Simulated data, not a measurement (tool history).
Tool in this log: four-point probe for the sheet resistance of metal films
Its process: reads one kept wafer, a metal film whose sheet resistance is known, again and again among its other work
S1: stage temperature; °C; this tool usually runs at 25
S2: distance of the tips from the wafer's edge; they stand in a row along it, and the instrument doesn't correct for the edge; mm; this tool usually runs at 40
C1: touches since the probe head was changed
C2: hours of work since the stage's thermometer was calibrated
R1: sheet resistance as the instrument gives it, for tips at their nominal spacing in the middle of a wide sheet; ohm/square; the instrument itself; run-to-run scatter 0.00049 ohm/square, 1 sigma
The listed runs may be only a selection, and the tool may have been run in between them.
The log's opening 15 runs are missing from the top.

run	hour	S1	S2	C1	C2	R1
16	932.3	25	28	24598	867	2.429321
17	984.5	25	40	25280	890	2.427864
18	1045.6	25	40	26078	917	2.428647
19	1100.9	25	40	26800	941	2.429021
20	1155.9	25	40	27517	966	2.429394
21	1224.9	25	40	28417	996	2.429161
22	1293.4	25	40	29312	1026	2.429485
23	1337.3	21	40	29885	1045	2.437803
24	1392.4	23	40	30605	1070	2.434169

For run 25, what comes out?
25	1454.6	25	72	31417	1097	?

R1: 2.429665 ohm/square
Minus the tool's unlogged condition, the same run would have read R1 2.431373 ohm/square.

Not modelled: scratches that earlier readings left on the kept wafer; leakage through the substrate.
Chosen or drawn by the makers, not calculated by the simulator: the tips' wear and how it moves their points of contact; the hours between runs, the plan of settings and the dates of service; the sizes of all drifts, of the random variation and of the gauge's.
